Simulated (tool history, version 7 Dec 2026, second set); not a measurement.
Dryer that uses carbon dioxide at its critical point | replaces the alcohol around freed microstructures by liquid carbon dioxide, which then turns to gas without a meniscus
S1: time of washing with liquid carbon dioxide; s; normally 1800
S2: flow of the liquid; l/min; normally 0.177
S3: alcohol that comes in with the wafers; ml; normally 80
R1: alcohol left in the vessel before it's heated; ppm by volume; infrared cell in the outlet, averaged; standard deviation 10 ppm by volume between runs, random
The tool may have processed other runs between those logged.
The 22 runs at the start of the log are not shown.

run 23 hour=188.1 | S1=1800 S2=0.109 S3=113 | R1=6899
run 24 hour=193.8 | S1=1200 S2=0.148 S3=104 | R1=8362
run 25 hour=198.7 | S1=1260 S2=0.177 S3=37 | R1=1517
run 26 hour=210.0 | S1=1800 S2=0.246 S3=80 | R1=162
run 27 hour=220.0 | S1=2160 S2=0.148 S3=78 | R1=852
run 28 hour=225.2 | S1=2160 S2=0.148 S3=40 | R1=459
run 29 hour=231.2 | S1=1800 S2=0.136 S3=80 | R1=2528
run 30 hour=238.7 | S1=1860 S2=0.141 S3=120 | R1=2910
run 31 hour=244.1 | S1=1800 S2=0.178 S3=80 | R1=859
run 32 hour=250.2 | S1=2760 S2=0.208 S3=31 | R1=39

4 ways to go on from here, each from the tool as it stands after run 32. What would each give?
run A hour=257.2 | S1=2820 S2=0.177 S3=80 | R1=?
run B hour=257.2 | S1=1140 S2=0.163 S3=50 | R1=?
run C hour=257.2 | S1=1800 S2=0.177 S3=80 | R1=?
run D hour=257.2 | S1=1620 S2=0.208 S3=31 | R1=?

run=A R1=89
run=B R1=3687
run=C R1=895
run=D R1=279
Take away the tool's hidden state, keep each run's random variation, and the runs would have read:
run=A R1=37
run=B R1=2995
run=C R1=615
run=D R1=176
